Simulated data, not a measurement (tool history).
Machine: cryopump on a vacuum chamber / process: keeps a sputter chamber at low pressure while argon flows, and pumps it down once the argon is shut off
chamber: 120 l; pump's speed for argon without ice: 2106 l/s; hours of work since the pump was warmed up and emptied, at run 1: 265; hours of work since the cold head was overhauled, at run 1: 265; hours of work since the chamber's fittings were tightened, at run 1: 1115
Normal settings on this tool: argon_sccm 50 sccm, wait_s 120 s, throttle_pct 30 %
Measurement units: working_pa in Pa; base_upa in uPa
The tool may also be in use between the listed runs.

run   hour  argon_sccm  wait_s  throttle_pct  hours of work since the pump was warmed up and emptied  hours of work since the cold head was overhauled  hours of work since the chamber's fittings were tightened  working_pa  base_upa
  1    0.0          50     120            30                                                     265                                               265                                                       1115      0.1359      1.04
  2    9.7          50     120            52                                                     272                                               272                                                       1122      0.0789      1.06
  3   22.3          79     120            30                                                     280                                               280                                                       1131      0.2140      1.04
  4   34.0          79     120            30                                                     288                                               288                                                       1139      0.2144      1.06
  5   49.0          79     120            30                                                     299                                               299                                                       1149      0.2149      1.05
  6   62.7          79     120            30                                                     308                                               308                                                       1158      0.2156      1.01
  7   70.6          79     120            30                                                     314                                               314                                                       1164      0.2151      1.07
      77.8  -- leaking fittings of the chamber tightened, without venting
  8   87.5          79     120            30                                                     324                                               324                                                          7      0.2149      0.42
  9  102.4          79     120            30                                                     334                                               334                                                         17      0.2150      0.44
 10  116.8          79     120            30                                                     344                                               344                                                         27      0.2155      0.43
 11  125.3          39     120            30                                                     350                                               350                                                         33      0.1064      0.42
 12  134.7          39     120            30                                                     356                                               356                                                         39      0.1068      0.40
 13  148.9          50     120            30                                                     366                                               366                                                         49      0.1359      0.42
 14  155.4          50     120            30                                                     371                                               371                                                         54      0.1362      0.41
 15  169.5          50     120            30                                                     380                                               380                                                         63      0.1362      0.44
 16  176.8          52     120            43                                                     386                                               386                                                         68      0.1005      0.46
 17  189.6          23     256            43                                                     394                                               394                                                         77      0.0444      0.34
 18  199.2          50     181            31                                                     401                                               401                                                         84      0.1321      0.39
 19  207.1          50     181            31                                                     406                                               406                                                         89      0.1317      0.38
 20  218.2          50      20            30                                                     414                                               414                                                         97      0.1359      1.65
 21  231.1          50      20            30                                                     423                                               423                                                        106      0.1361      1.67
 22  239.2          20     191            15                                                     429                                               429                                                        111      0.1083      0.37
 23  251.5          28      78            30                                                     437                                               437                                                        120      0.0772      0.59
 24  265.8          28      78            30                                                     447                                               447                                                        130      0.0760      0.59
 25  275.1          28      78            30                                                     453                                               453                                                        136      0.0767      0.61
 26  285.1          28     190            30                                                     460                                               460                                                        143      0.0768      0.46
 27  298.2          43     182            31                                                     469                                               469                                                        152      0.1135      0.39
 28  307.4          43     182            20                                                     476                                               476                                                        158      0.1747      0.43
 29  317.2          43     265            30                                                     482                                               482                                                        165      0.1178      0.38

What if the next run were any one of these 5? Each begins from the tool's condition after run 29:
  A  332.5          50      36            16                                                     493                                               493                                                        176           ?         ?
  B  332.5          29     120            19                                                     493                                               493                                                        176           ?         ?
  C  332.5          60     266            16                                                     493                                               493                                                        176           ?         ?
  D  332.5          43      53            49                                                     493                                               493                                                        176           ?         ?
  E  332.5          25      63            30                                                     493                                               493                                                        176           ?         ?

run  working_pa  base_upa
  A      0.2536      1.04
  B      0.1244      0.49
  C      0.3048      0.37
  D      0.0732      0.82
  E      0.0683      0.75
Take away the tool's hidden state, keep each run's random variation, and the runs would have read:
run  working_pa  base_upa
  A      0.2503      0.91
  B      0.1224      0.36
  C      0.3008      0.24
  D      0.0704      0.69
  E      0.0667      0.62

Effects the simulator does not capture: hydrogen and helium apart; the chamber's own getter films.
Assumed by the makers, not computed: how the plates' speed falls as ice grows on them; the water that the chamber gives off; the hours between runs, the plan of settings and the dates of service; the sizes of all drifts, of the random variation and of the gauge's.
